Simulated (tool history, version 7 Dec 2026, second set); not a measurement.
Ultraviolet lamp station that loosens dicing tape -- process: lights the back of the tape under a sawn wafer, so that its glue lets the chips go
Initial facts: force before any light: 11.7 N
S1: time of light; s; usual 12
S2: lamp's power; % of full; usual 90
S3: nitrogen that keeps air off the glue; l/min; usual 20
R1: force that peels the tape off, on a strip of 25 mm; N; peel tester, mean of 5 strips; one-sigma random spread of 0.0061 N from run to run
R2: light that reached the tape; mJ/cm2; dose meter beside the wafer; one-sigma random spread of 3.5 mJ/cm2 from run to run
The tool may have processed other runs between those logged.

run    hour  S1  S2  S3     R1    R2
  1       0  12  90  20  0.257   516
  2    48.7  12  90  20  0.262   500
  3   114.2  12  90  20  0.287   487
  4   166.1  12  90  20  0.325   473
  5   243.7  22  90  20  0.074   841
  6   326.4  22  72  20  0.121   645
  7   378.7  22  72  20  0.131   630
  8   428.5  16  90  20  0.183   564
      457.4  -- window cleaned of glue's vapour
  9   512.1  16  90  20  0.327   470
 10   588.2  16  90  20  0.381   451
 11   656.5  16  90  20  0.419   426
 12   707.4  12  97  20  0.827   337
 13   790.6  12  97  20  0.954   315
 14   843.2  12  97  20  1.038   310
      879.4  -- window cleaned of glue's vapour, once more
 15   903.8  12  87  20  0.344   454
 16   978.4   7  90  20  1.416   267
 17  1057.3   7  90  20  1.478   259
 18  1129.8  12  81  20   0.57   389
 19  1189.6  12  90   9   1.12   418
 20  1241.7  12  90   9  1.189   412
 21  1310.9  12  90   9  1.322   398
 22  1354.7  20  96  20  0.098   683
     1384.1  -- window cleaned of glue's vapour
 23  1424.3  20  96  20  0.078   790
     1458.5  -- lamp changed
 24  1505.4  11  90  20  0.274   496
 25    1542  15  90  19  0.128   660
 26  1582.3   7  85  26  0.958   290
 27  1619.2  23  99  15  0.077  1076
 28  1681.9  11  83   9  1.132   420
 29  1743.6  11  83   9  1.222   409
 30  1794.2  11  83   9  1.291   398
 31  1858.4  11  83   9  1.371   383
     1891.2  -- window cleaned of glue's vapour
 32    1930   9  74  11  1.544   333
 33  2011.8  11  90  20  0.312   475
 34  2074.7  11  90  20  0.349   461
 35  2144.8  12  90   8   0.87   490
 36  2178.4   8  68   8  3.255   236
 37  2245.4  10  68  11  1.958   290
 38  2316.6  10  68  11  2.077   285
 39  2375.3  16  89  25  0.136   571
     2400.4  -- window cleaned of glue's vapour
 40  2458.1  16  89  25  0.092   663
 41    2510  11  60  21  1.049   302
 42  2551.9  11  60  21  1.116   296

Predict each of these 4 candidate next runs independently; none follows another, all start after run 42:
  A  2629.2  11  60  31   ?   ?
  B  2629.2  14  60  22   ?   ?
  C  2629.2   9  86   9   ?   ?
  D  2629.2  12  60  21   ?   ?

run     R1   R2
  A  0.844  282
  B  0.619  364
  C  1.756  337
  D   0.98  312
With no hidden state in the tool, these same runs would have given:
run     R1   R2
  A  0.483  347
  B   0.34  448
  C  1.155  414
  D  0.574  383
